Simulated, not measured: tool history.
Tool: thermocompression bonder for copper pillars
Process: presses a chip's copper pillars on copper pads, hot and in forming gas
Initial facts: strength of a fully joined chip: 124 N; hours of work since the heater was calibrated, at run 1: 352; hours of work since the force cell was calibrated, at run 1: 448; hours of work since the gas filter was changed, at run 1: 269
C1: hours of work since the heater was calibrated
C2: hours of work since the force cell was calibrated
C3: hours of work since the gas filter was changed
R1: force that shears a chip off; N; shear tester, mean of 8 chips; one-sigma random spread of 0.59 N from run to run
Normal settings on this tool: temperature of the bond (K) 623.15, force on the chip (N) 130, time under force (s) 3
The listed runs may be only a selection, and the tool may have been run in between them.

run 1 hour=0.0 | temperature_of_the_bond_(K)=623.15 force_on_the_chip_(N)=130 time_under_force_(s)=3 | C1=352 C2=448 C3=269 | R1=52.8
run 2 hour=12.2 | temperature_of_the_bond_(K)=623.15 force_on_the_chip_(N)=130 time_under_force_(s)=3 | C1=361 C2=456 C3=278 | R1=52.6
run 3 hour=25.7 | temperature_of_the_bond_(K)=623.15 force_on_the_chip_(N)=130 time_under_force_(s)=3 | C1=370 C2=466 C3=287 | R1=52.3
run 4 hour=38.4 | temperature_of_the_bond_(K)=623.15 force_on_the_chip_(N)=103 time_under_force_(s)=3 | C1=379 C2=474 C3=296 | R1=44.1
run 5 hour=50.5 | temperature_of_the_bond_(K)=623.15 force_on_the_chip_(N)=103 time_under_force_(s)=3 | C1=387 C2=483 C3=304 | R1=43.5
-- hour=57.5 forming gas filter changed
run 6 hour=57.6 | temperature_of_the_bond_(K)=623.15 force_on_the_chip_(N)=103 time_under_force_(s)=3 | C1=392 C2=487 C3=0 | R1=47.7
run 7 hour=66.2 | temperature_of_the_bond_(K)=623.15 force_on_the_chip_(N)=103 time_under_force_(s)=3 | C1=397 C2=493 C3=6 | R1=48.5
run 8 hour=77.6 | temperature_of_the_bond_(K)=623.15 force_on_the_chip_(N)=121 time_under_force_(s)=3 | C1=405 C2=501 C3=14 | R1=53.8
run 9 hour=90.4 | temperature_of_the_bond_(K)=623.15 force_on_the_chip_(N)=121 time_under_force_(s)=3 | C1=414 C2=510 C3=23 | R1=53.4
run 10 hour=99.4 | temperature_of_the_bond_(K)=623.15 force_on_the_chip_(N)=121 time_under_force_(s)=3 | C1=420 C2=516 C3=29 | R1=54.5
run 11 hour=105.4 | temperature_of_the_bond_(K)=623.15 force_on_the_chip_(N)=130 time_under_force_(s)=3 | C1=424 C2=520 C3=33 | R1=55.9
run 12 hour=118.1 | temperature_of_the_bond_(K)=623.15 force_on_the_chip_(N)=130 time_under_force_(s)=3 | C1=433 C2=529 C3=42 | R1=55.6
run 13 hour=125.9 | temperature_of_the_bond_(K)=623.15 force_on_the_chip_(N)=130 time_under_force_(s)=3 | C1=438 C2=534 C3=47 | R1=56.3
run 14 hour=138.6 | temperature_of_the_bond_(K)=623.15 force_on_the_chip_(N)=130 time_under_force_(s)=3 | C1=447 C2=543 C3=56 | R1=56.0
run 15 hour=145.3 | temperature_of_the_bond_(K)=623.15 force_on_the_chip_(N)=130 time_under_force_(s)=3 | C1=452 C2=547 C3=60 | R1=56.1
run 16 hour=153.6 | temperature_of_the_bond_(K)=623.15 force_on_the_chip_(N)=130 time_under_force_(s)=3 | C1=457 C2=553 C3=66 | R1=56.0
run 17 hour=162.4 | temperature_of_the_bond_(K)=623.15 force_on_the_chip_(N)=130 time_under_force_(s)=3 | C1=463 C2=559 C3=72 | R1=55.9
run 18 hour=171.2 | temperature_of_the_bond_(K)=623.15 force_on_the_chip_(N)=130 time_under_force_(s)=3 | C1=469 C2=565 C3=78 | R1=55.4
run 19 hour=185.8 | temperature_of_the_bond_(K)=623.15 force_on_the_chip_(N)=130 time_under_force_(s)=3 | C1=480 C2=575 C3=88 | R1=55.8
run 20 hour=195.2 | temperature_of_the_bond_(K)=623.15 force_on_the_chip_(N)=130 time_under_force_(s)=4 | C1=486 C2=582 C3=95 | R1=62.6
run 21 hour=206.8 | temperature_of_the_bond_(K)=633.15 force_on_the_chip_(N)=114 time_under_force_(s)=3 | C1=494 C2=590 C3=102 | R1=56.7
run 22 hour=215.2 | temperature_of_the_bond_(K)=604.15 force_on_the_chip_(N)=181 time_under_force_(s)=3 | C1=500 C2=595 C3=108 | R1=57.8

Estimate the outcome of run 23 from the log above:
run 23 hour=226.5 | temperature_of_the_bond_(K)=624.15 force_on_the_chip_(N)=130 time_under_force_(s)=3 | C1=507 C2=603 C3=116 | R1=?

{"run 23": {"R1": 55.8}}
If the tool had no hidden condition, the same run with the same run-to-run variation would have returned R1 56.8 N.
